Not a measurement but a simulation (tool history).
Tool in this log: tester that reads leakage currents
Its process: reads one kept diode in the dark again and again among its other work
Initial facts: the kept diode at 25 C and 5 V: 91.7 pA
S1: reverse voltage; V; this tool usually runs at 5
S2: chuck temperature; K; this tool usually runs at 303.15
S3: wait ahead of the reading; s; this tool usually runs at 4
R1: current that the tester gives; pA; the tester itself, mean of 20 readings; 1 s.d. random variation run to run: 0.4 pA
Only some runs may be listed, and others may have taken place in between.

{"run": 1, "hour": 0.0, "S1": 5, "S2": 303.15, "S3": 4, "R1": 127.47}
{"run": 2, "hour": 45.6, "S1": 5, "S2": 303.15, "S3": 4, "R1": 126.49}
{"run": 3, "hour": 86.0, "S1": 5, "S2": 303.15, "S3": 4, "R1": 127.23}
{"run": 4, "hour": 145.4, "S1": 5, "S2": 303.15, "S3": 4, "R1": 125.91}
{"run": 5, "hour": 224.8, "S1": 5, "S2": 303.15, "S3": 4, "R1": 125.1}
{"run": 6, "hour": 299.1, "S1": 5, "S2": 303.15, "S3": 4, "R1": 123.64}
{"run": 7, "hour": 343.8, "S1": 3.64, "S2": 303.15, "S3": 4, "R1": 106.35}
{"run": 8, "hour": 411.3, "S1": 3.64, "S2": 303.15, "S3": 4, "R1": 105.84}
{"run": 9, "hour": 486.4, "S1": 3.64, "S2": 303.15, "S3": 4, "R1": 123.28}
{"run": 10, "hour": 551.7, "S1": 3.64, "S2": 303.15, "S3": 4, "R1": 121.6}
{"run": 11, "hour": 600.8, "S1": 10.79, "S2": 303.15, "S3": 4, "R1": 203.4}
{"run": 12, "hour": 641.0, "S1": 10.79, "S2": 303.15, "S3": 4, "R1": 203.12}
{"run": 13, "hour": 682.6, "S1": 2.15, "S2": 333.15, "S3": 4, "R1": 670.09}
{"run": 14, "hour": 733.7, "S1": 2.15, "S2": 333.15, "S3": 4, "R1": 669.25}
{"run": 15, "hour": 773.0, "S1": 5, "S2": 296.15, "S3": 3.94, "R1": 86.68}
{"run": 16, "hour": 851.8, "S1": 5, "S2": 296.15, "S3": 3.94, "R1": 86.27}
{"run": 17, "hour": 915.5, "S1": 5, "S2": 296.15, "S3": 3.94, "R1": 74.38}
{"run": 18, "hour": 980.4, "S1": 5, "S2": 296.15, "S3": 3.94, "R1": 74.12}
{"run": 19, "hour": 1038.5, "S1": 5, "S2": 296.15, "S3": 3.94, "R1": 73.76}

Between the runs listed above, the log contained 3 entries, not reproduced here. Where in the sequence does each belong, and how does what the log doesn't record of the tool's condition differ from the listed run before to the listed run after?
Runs 8 to 9: probe card cleaned and baked (hour 421.6); chuck's temperature calibrated (hour 477.5)
  stray current of the dirty probe card, pA a volt: 1.156 -> 1.97; true chuck temperature over the reading, C: -1.77 -> -0.01
  measured minus no-state result, R1: -10.49 -> +6.53 pA
Runs 16 to 17: probe card cleaned and baked, once more (hour 885.1)
  stray current of the dirty probe card, pA a volt: 2.301 -> 0.048; true chuck temperature over the reading, C: -0.69 -> -0.81
  measured minus no-state result, R1: +6.98 -> -4.95 pA
